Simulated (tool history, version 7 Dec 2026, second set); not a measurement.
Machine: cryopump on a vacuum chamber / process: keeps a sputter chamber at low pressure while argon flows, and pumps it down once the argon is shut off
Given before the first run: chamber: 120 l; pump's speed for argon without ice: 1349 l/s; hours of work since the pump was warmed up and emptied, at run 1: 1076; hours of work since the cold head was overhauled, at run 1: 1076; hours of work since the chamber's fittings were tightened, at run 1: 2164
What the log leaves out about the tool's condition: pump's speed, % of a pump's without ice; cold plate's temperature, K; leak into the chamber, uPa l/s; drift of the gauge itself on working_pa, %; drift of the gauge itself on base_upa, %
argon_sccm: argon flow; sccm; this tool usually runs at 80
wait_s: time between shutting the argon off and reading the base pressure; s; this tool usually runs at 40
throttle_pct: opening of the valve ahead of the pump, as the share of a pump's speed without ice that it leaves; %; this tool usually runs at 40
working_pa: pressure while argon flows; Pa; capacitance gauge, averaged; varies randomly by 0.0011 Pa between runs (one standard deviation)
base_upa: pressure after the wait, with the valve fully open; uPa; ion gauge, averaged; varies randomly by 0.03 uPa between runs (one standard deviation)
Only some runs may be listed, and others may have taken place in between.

| run | hour | argon_sccm | wait_s | throttle_pct | hours of work since the pump was warmed up and emptied | hours of work since the cold head was overhauled | hours of work since the chamber's fittings were tightened | working_pa | base_upa |
|---|---|---|---|---|---|---|---|---|---|
| 1 | 0.0 | 80 | 40 | 40 | 1076 | 1076 | 2164 | 0.2654 | 3.55 |
| 2 | 35.7 | 80 | 46 | 40 | 1098 | 1098 | 2185 | 0.2653 | 3.36 |
| 3 | 66.1 | 80 | 46 | 40 | 1116 | 1116 | 2203 | 0.2633 | 3.44 |
| 4 | 88.8 | 80 | 46 | 40 | 1129 | 1129 | 2216 | 0.2658 | 3.26 |
| 5 | 129.8 | 136 | 40 | 40 | 1154 | 1154 | 2241 | 0.4532 | 3.46 |
| 6 | 176.8 | 80 | 40 | 40 | 1182 | 1182 | 2269 | 0.2643 | 3.59 |
|  | 190.5 | pump warmed up, emptied and cooled again |
| 7 | 219.0 | 80 | 40 | 40 | 17 | 1204 | 2291 | 0.2542 | 3.25 |
| 8 | 248.0 | 80 | 40 | 40 | 34 | 1221 | 2308 | 0.2544 | 3.37 |
| 9 | 271.0 | 80 | 40 | 40 | 48 | 1235 | 2322 | 0.2538 | 3.38 |
| 10 | 317.4 | 34 | 40 | 40 | 76 | 1262 | 2349 | 0.1075 | 3.37 |
| 11 | 354.3 | 80 | 40 | 32 | 97 | 1284 | 2371 | 0.3136 | 3.46 |
| 12 | 393.3 | 80 | 40 | 40 | 121 | 1307 | 2395 | 0.2540 | 3.35 |
| 13 | 427.0 | 80 | 40 | 40 | 141 | 1327 | 2415 | 0.2545 | 3.53 |
| 14 | 470.5 | 80 | 40 | 40 | 167 | 1353 | 2441 | 0.2546 | 3.46 |
| 15 | 507.0 | 80 | 40 | 40 | 188 | 1375 | 2462 | 0.2554 | 3.47 |
| 16 | 543.7 | 80 | 40 | 40 | 210 | 1397 | 2484 | 0.2555 | 3.64 |
| 17 | 586.7 | 80 | 40 | 40 | 236 | 1422 | 2510 | 0.2560 | 3.65 |
| 18 | 631.2 | 80 | 109 | 28 | 262 | 1449 | 2536 | 0.3648 | 2.91 |
| 19 | 679.8 | 80 | 109 | 28 | 291 | 1478 | 2565 | 0.3656 | 2.80 |
| 20 | 703.7 | 111 | 173 | 17 | 305 | 1492 | 2579 | 0.8248 | 2.72 |
| 21 | 729.2 | 111 | 173 | 17 | 321 | 1507 | 2594 | 0.8292 | 2.78 |
| 22 | 759.9 | 38 | 80 | 40 | 339 | 1526 | 2613 | 0.1223 | 3.06 |
| 23 | 794.1 | 38 | 69 | 40 | 359 | 1546 | 2633 | 0.1220 | 3.22 |
| 24 | 819.1 | 42 | 201 | 40 | 374 | 1561 | 2648 | 0.1333 | 2.84 |
| 25 | 845.1 | 42 | 201 | 40 | 389 | 1576 | 2663 | 0.1343 | 2.81 |
| 26 | 873.8 | 42 | 201 | 18 | 407 | 1593 | 2680 | 0.2935 | 2.83 |
| 27 | 898.3 | 42 | 201 | 18 | 421 | 1608 | 2695 | 0.2971 | 2.76 |
| 28 | 927.1 | 104 | 36 | 18 | 438 | 1625 | 2712 | 0.7327 | 4.04 |
| 29 | 958.9 | 127 | 36 | 18 | 457 | 1644 | 2731 | 0.8953 | 4.03 |
| 30 | 1005.3 | 128 | 40 | 40 | 485 | 1672 | 2759 | 0.4108 | 3.87 |
| 31 | 1027.1 | 52 | 23 | 42 | 498 | 1685 | 2772 | 0.1614 | 4.66 |
| 32 | 1047.9 | 52 | 23 | 42 | 510 | 1697 | 2784 | 0.1621 | 4.65 |
| 33 | 1085.7 | 66 | 40 | 40 | 533 | 1719 | 2807 | 0.2145 | 3.69 |

3 options for the next run, each taken on its own from the tool as it stands now. Forecast them:
| A | 1129.4 | 80 | 40 | 40 | 559 | 1745 | 2833 | ? | ? |
| B | 1129.4 | 47 | 163 | 47 | 559 | 1745 | 2833 | ? | ? |
| C | 1129.4 | 66 | 107 | 40 | 559 | 1745 | 2833 | ? | ? |

| run | working_pa | base_upa |
|---|---|---|
| A | 0.2598 | 4.07 |
| B | 0.1303 | 2.99 |
| C | 0.2140 | 3.21 |
Take away the tool's hidden state, keep each run's random variation, and the runs would have read:
| run | working_pa | base_upa |
|---|---|---|
| A | 0.2509 | 1.49 |
| B | 0.1250 | 0.52 |
| C | 0.2067 | 0.68 |

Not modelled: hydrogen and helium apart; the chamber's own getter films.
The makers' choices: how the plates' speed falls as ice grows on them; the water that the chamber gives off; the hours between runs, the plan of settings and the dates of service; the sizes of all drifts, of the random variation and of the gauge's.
